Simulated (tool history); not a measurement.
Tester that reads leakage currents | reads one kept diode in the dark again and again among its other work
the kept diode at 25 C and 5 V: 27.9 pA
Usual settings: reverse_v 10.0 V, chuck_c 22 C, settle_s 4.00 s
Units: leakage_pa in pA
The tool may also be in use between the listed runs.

run,hour,reverse_v,chuck_c,settle_s,leakage_pa
1,0.0,10.0,22,4.00,31.70
2,180.3,10.0,49,4.00,353.02
3,366.9,10.0,49,4.00,351.14
4,495.2,10.0,49,4.00,353.56
5,580.2,10.0,22,0.73,35.17
6,692.3,10.0,22,4.00,31.67
7,796.0,10.0,22,4.00,31.60
8,897.0,10.0,22,4.00,31.57
9,1006.3,10.0,22,0.45,37.71
10,1132.8,10.0,22,0.45,37.45
11,1305.7,10.0,22,0.45,37.52
12,1474.5,10.0,22,4.00,31.76
13,1639.7,10.0,22,4.00,31.69
14,1769.6,10.0,22,4.00,31.71
15,1944.5,8.7,53,0.59,454.61
16,2052.3,8.7,53,0.59,457.35
17,2228.3,4.1,29,0.42,39.47
# hour 2263.6: chuck's temperature calibrated
18,2386.5,2.4,30,1.71,30.07
19,2533.4,4.2,26,4.00,28.38
20,2709.3,4.2,26,4.00,28.11
21,2797.3,3.1,55,4.00,298.15
22,2971.1,1.1,55,4.00,166.83
23,3110.7,5.9,38,6.97,102.58
24,3277.8,5.9,38,6.97,101.78
25,3365.2,1.5,35,0.63,36.91
26,3532.2,2.6,29,0.44,30.09
27,3706.3,2.7,25,0.67,21.03
28,3876.5,10.0,22,1.55,32.78

Forecast each of these 3 alternatives for the next run:
A,4004.6,14.0,37,2.72,?
B,4004.6,10.0,28,4.48,?
C,4004.6,1.2,55,0.31,?

run,leakage_pa
A,154.03
B,55.65
C,175.33
Without the tool's hidden state the same runs would have given:
run,leakage_pa
A,154.10
B,55.64
C,175.50
